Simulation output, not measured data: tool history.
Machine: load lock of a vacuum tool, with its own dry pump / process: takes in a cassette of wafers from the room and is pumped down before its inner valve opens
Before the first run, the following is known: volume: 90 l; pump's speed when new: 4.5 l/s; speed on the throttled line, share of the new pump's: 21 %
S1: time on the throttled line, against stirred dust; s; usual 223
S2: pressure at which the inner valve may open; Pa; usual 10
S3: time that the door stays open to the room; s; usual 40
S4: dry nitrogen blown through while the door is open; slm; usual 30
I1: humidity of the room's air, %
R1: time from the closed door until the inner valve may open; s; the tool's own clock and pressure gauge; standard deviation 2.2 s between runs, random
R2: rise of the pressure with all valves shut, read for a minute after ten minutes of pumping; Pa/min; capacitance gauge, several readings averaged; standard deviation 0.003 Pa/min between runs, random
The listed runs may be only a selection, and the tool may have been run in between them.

run 1 hour=0 | S1=223 S2=10 S3=40 S4=30 | I1=47.7 | R1=369.7 R2=0.046
run 2 hour=64.7 | S1=223 S2=10 S3=40 S4=30 | I1=46.6 | R1=367.8 R2=0.05
run 3 hour=183 | S1=223 S2=10 S3=40 S4=30 | I1=41.7 | R1=366.4 R2=0.053
run 4 hour=238.4 | S1=223 S2=10 S3=40 S4=30 | I1=45.7 | R1=373.3 R2=0.041
run 5 hour=327.2 | S1=223 S2=19 S3=40 S4=30 | I1=47.4 | R1=351.3 R2=0.056
run 6 hour=438.6 | S1=223 S2=19 S3=40 S4=30 | I1=48.4 | R1=353.7 R2=0.058
run 7 hour=504.2 | S1=223 S2=19 S3=40 S4=30 | I1=44 | R1=357.4 R2=0.061
run 8 hour=573.3 | S1=426 S2=10 S3=40 S4=30 | I1=43.1 | R1=526 R2=0.053
run 9 hour=685 | S1=223 S2=15 S3=40 S4=30 | I1=44.4 | R1=355.7 R2=0.056
run 10 hour=753.7 | S1=223 S2=15 S3=40 S4=30 | I1=43.7 | R1=361.8 R2=0.057
run 11 hour=831.5 | S1=223 S2=10 S3=40 S4=30 | I1=44.8 | R1=368.8 R2=0.059
run 12 hour=928.6 | S1=223 S2=10 S3=40 S4=30 | I1=43.2 | R1=370.1 R2=0.061
run 13 hour=1056.6 | S1=177 S2=10 S3=40 S4=30 | I1=42.7 | R1=333.8 R2=0.063
run 14 hour=1167 | S1=177 S2=10 S3=40 S4=30 | I1=47 | R1=337.7 R2=0.064
run 15 hour=1237.5 | S1=177 S2=13 S3=40 S4=17 | I1=46.5 | R1=329 R2=0.063
run 16 hour=1301.8 | S1=324 S2=10 S3=40 S4=23 | I1=42.4 | R1=445.3 R2=0.061
run 17 hour=1405.9 | S1=237 S2=10 S3=124 S4=30 | I1=41.8 | R1=383.8 R2=0.074
run 18 hour=1482.5 | S1=190 S2=10 S3=39 S4=30 | I1=47.3 | R1=344 R2=0.062
run 19 hour=1555.8 | S1=230 S2=11 S3=27 S4=20 | I1=45.2 | R1=375.2 R2=0.066
run 20 hour=1644.7 | S1=141 S2=11 S3=229 S4=27 | I1=46.9 | R1=307.2 R2=0.092
run 21 hour=1712.3 | S1=223 S2=10 S3=40 S4=11 | I1=48.2 | R1=370.3 R2=0.078
run 22 hour=1797.4 | S1=332 S2=14 S3=40 S4=11 | I1=43.3 | R1=450.3 R2=0.074
run 23 hour=1900.1 | S1=332 S2=14 S3=40 S4=11 | I1=45.9 | R1=446.7 R2=0.081
run 24 hour=1960.1 | S1=223 S2=10 S3=123 S4=9 | I1=44.9 | R1=374.1 R2=0.096
run 25 hour=2057.4 | S1=220 S2=10 S3=81 S4=17 | I1=46.5 | R1=368.9 R2=0.088
run 26 hour=2149.9 | S1=220 S2=11 S3=147 S4=32 | I1=42.4 | R1=366.8 R2=0.089
run 27 hour=2232.2 | S1=261 S2=10 S3=40 S4=6 | I1=44.9 | R1=407 R2=0.09

Branching from run 27: 4 alternative next runs. What would each branch give?
run A hour=2355.3 | S1=184 S2=10 S3=121 S4=6 | I1=44.6 | R1=? R2=?
run B hour=2355.3 | S1=261 S2=10 S3=40 S4=5 | I1=42.1 | R1=? R2=?
run C hour=2355.3 | S1=342 S2=10 S3=40 S4=30 | I1=44.3 | R1=? R2=?
run D hour=2355.3 | S1=194 S2=9 S3=78 S4=30 | I1=42.3 | R1=? R2=?

run=A R1=343.4 R2=0.107
run=B R1=401.8 R2=0.086
run=C R1=460.7 R2=0.087
run=D R1=352.4 R2=0.08
Take away the tool's hidden state, keep each run's random variation, and the runs would have read:
run=A R1=328.6 R2=0.034
run=B R1=388.7 R2=0.014
run=C R1=449.4 R2=0.013
run=D R1=337.7 R2=0.007

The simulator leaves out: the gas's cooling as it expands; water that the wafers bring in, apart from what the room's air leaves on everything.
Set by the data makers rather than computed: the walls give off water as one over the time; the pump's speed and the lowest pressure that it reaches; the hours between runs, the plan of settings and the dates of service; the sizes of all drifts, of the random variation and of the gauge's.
